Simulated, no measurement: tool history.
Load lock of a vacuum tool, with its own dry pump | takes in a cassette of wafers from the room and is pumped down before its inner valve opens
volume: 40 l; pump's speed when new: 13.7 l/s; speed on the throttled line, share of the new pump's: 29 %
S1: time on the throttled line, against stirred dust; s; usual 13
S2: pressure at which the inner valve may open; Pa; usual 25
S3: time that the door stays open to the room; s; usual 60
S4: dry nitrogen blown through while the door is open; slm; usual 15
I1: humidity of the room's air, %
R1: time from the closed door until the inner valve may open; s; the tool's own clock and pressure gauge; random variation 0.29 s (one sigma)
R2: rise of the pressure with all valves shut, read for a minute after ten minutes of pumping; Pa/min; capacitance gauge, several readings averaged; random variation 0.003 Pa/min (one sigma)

Run 1, hour 0: usual settings; I1 46.9. Result: R1 33.8 s, R2 0.058 Pa/min.
Run 2, hour 77.9: usual settings; I1 47.2. Result: R1 33.9 s, R2 0.054 Pa/min.
Run 3, hour 208.7: usual settings but S3 41 s; I1 44.5. Result: R1 34 s, R2 0.05 Pa/min.
Run 4, hour 342.4: usual settings but S3 41 s; I1 40.8. Result: R1 33.8 s, R2 0.045 Pa/min.
Run 5, hour 471: usual settings but S3 41 s; I1 41.8. Result: R1 34.3 s, R2 0.046 Pa/min.
Run 6, hour 603.4: usual settings but S3 41 s; I1 45.8. Result: R1 34.1 s, R2 0.054 Pa/min.
Run 7, hour 720.9: usual settings but S3 41 s; I1 43.7. Result: R1 34.3 s, R2 0.054 Pa/min.
Run 8, hour 833.7: usual settings but S1 8 s; I1 47.3. Result: R1 31 s, R2 0.063 Pa/min.
Run 9, hour 922.2: usual settings but S1 8 s, S3 148 s; I1 45.6. Result: R1 30.9 s, R2 0.09 Pa/min.
Run 10, hour 1060.7: usual settings but S3 73 s; I1 46.7. Result: R1 34.2 s, R2 0.072 Pa/min.
Run 11, hour 1158.1: usual settings but S2 31 Pa; I1 45.8. Result: R1 33.7 s, R2 0.07 Pa/min.
Run 12, hour 1247.9: usual settings but S2 48 Pa; I1 43.1. Result: R1 32 s, R2 0.068 Pa/min.
Run 13, hour 1341.4: usual settings but S2 48 Pa; I1 43.7. Result: R1 32.3 s, R2 0.073 Pa/min.
Run 14, hour 1480.9: usual settings but S1 6 s, S2 18 Pa, S3 168 s, S4 10 slm; I1 46. Result: R1 30.4 s, R2 0.116 Pa/min.
Run 15, hour 1565.6: usual settings but S1 9 s, S3 32 s, S4 10 slm; I1 42.6. Result: R1 31.5 s, R2 0.066 Pa/min.
Run 16, hour 1655.1: usual settings but S1 9 s, S3 32 s, S4 10 slm; I1 41.3. Result: R1 31.5 s, R2 0.069 Pa/min.

Forecast run 17:
Run 17, hour 1764.2: usual settings but S1 9 s, S3 32 s, S4 10 slm; I1 44.3. Result: R1 ?, R2 ?.

Run 17 gave R1 31.3 s, R2 0.072 Pa/min.
Without the tool's hidden state the same run would have given R1 30.5 s, R2 0.028 Pa/min.

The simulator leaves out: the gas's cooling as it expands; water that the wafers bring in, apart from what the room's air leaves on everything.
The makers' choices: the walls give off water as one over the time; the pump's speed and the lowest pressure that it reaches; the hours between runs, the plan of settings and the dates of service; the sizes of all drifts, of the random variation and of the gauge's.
